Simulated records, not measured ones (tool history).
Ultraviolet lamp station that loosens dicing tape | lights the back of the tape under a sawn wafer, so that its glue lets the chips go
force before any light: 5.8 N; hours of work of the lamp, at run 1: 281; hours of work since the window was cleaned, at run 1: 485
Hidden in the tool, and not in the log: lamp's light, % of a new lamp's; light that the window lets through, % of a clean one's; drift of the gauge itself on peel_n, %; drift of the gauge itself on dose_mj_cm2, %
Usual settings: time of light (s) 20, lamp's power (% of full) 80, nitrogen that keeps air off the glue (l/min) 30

| run | hour | time of light (s) | lamp's power (% of full) | nitrogen that keeps air off the glue (l/min) | hours of work of the lamp | hours of work since the window was cleaned | force that peels the tape off (N) | light that reached the tape (mJ/cm²) |
|---|---|---|---|---|---|---|---|---|
| 1 | 0.0 | 20 | 80 | 30 | 281 | 485 | 0.455 | 270 |
|  | 7.7 | window cleaned of glue's vapour |
| 2 | 17.6 | 20 | 80 | 30 | 290 | 5 | 0.459 | 269 |
| 3 | 35.3 | 34 | 80 | 30 | 299 | 14 | 0.145 | 455 |
| 4 | 51.9 | 34 | 80 | 30 | 308 | 23 | 0.149 | 457 |
| 5 | 70.2 | 34 | 80 | 30 | 317 | 33 | 0.153 | 459 |
| 6 | 80.4 | 34 | 80 | 30 | 323 | 38 | 0.144 | 455 |
| 7 | 94.3 | 20 | 80 | 30 | 330 | 46 | 0.461 | 270 |
| 8 | 104.4 | 20 | 65 | 9 | 335 | 51 | 1.354 | 216 |
| 9 | 120.7 | 13 | 85 | 34 | 344 | 59 | 0.897 | 188 |
| 10 | 139.5 | 13 | 66 | 30 | 354 | 69 | 1.414 | 140 |
| 11 | 162.8 | 13 | 66 | 30 | 366 | 82 | 1.412 | 144 |
| 12 | 186.2 | 13 | 66 | 30 | 378 | 94 | 1.410 | 143 |
| 13 | 205.5 | 20 | 80 | 19 | 388 | 104 | 0.640 | 267 |
| 14 | 216.9 | 10 | 75 | 30 | 394 | 110 | 1.640 | 124 |

5 ways to go on from here, each from the tool as it stands after run 14. What would each give?
| A | 236.6 | 27 | 80 | 9 | 405 | 120 | ? | ? |
| B | 236.6 | 20 | 86 | 52 | 405 | 120 | ? | ? |
| C | 236.6 | 20 | 91 | 30 | 405 | 120 | ? | ? |
| D | 236.6 | 20 | 75 | 49 | 405 | 120 | ? | ? |
| E | 236.6 | 14 | 75 | 29 | 405 | 120 | ? | ? |

| run | force that peels the tape off (N) | light that reached the tape (mJ/cm²) |
|---|---|---|
| A | 0.590 | 364 |
| B | 0.285 | 289 |
| C | 0.351 | 306 |
| D | 0.398 | 249 |
| E | 1.088 | 176 |
Without the tool's hidden state the same runs would have given:
| run | force that peels the tape off (N) | light that reached the tape (mJ/cm²) |
|---|---|---|
| A | 0.588 | 365 |
| B | 0.285 | 289 |
| C | 0.350 | 307 |
| D | 0.397 | 249 |
| E | 1.086 | 176 |
